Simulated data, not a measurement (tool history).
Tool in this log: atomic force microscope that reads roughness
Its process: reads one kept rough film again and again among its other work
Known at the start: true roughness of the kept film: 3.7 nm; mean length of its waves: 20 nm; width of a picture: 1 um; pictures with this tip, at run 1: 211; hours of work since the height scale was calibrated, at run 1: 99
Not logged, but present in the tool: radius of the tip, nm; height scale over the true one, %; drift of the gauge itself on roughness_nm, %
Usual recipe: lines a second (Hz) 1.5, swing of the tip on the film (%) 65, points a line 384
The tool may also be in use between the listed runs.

run   hour  lines a second (Hz)  swing of the tip on the film (%)  points a line  pictures with this tip  hours of work since the height scale was calibrated  roughness of the kept film (nm (root mean square))
  1      0                  1.5                                65            384                     211                                                   99                                               2.125
  2     13                  1.5                                65            340                     222                                                  106                                               2.085
  3   23.8                  1.5                                57            340                     231                                                  111                                               2.083
  4   35.6                  1.5                                57            340                     241                                                  117                                               2.078
  5   42.5                  1.5                                57            340                     247                                                  121                                               2.063
  6   54.9                  1.5                                57            340                     257                                                  127                                               2.047
      57.2  -- height scale calibrated on a step standard
      59.1  -- new tip fitted
  7   69.3                  1.5                                56            384                       8                                                    6                                                2.76
      81.8  -- height scale calibrated on a step standard, once more
  8   83.1                  1.5                                56            384                      19                                                    1                                               2.714
  9   90.4                 1.21                                56            368                      25                                                    4                                               2.748
 10   97.4                  1.5                                85            384                      31                                                    8                                               2.499
 11    104                  1.5                                85            384                      36                                                   11                                               2.497
 12  111.8                 0.71                                65            547                      43                                                   15                                               2.678
 13  120.9                 0.71                                65            547                      51                                                   20                                               2.649
 14  128.1                 0.71                                65            547                      57                                                   23                                               2.613
 15  136.8                 3.16                                56            809                      64                                                   28                                               2.551

Hidden state at the last listed run before each entry between runs and at the first one after, where it differs:
In the gap between runs 6 and 7: height scale calibrated on a step standard (hour 57.2); new tip fitted (hour 59.1)
  radius of the tip, nm: 20.5 -> 7.9; height scale over the true one, %: 0.11 -> 0.17
  measured result minus the result with no hidden state, roughness of the kept film (nm (root mean square)): -0.794 -> -0.068
In the gap between runs 7 and 8: height scale calibrated on a step standard, once more (hour 81.8)
  radius of the tip, nm: 7.9 -> 8.5; height scale over the true one, %: 0.17 -> 0
  measured result minus the result with no hidden state, roughness of the kept film (nm (root mean square)): -0.068 -> -0.12
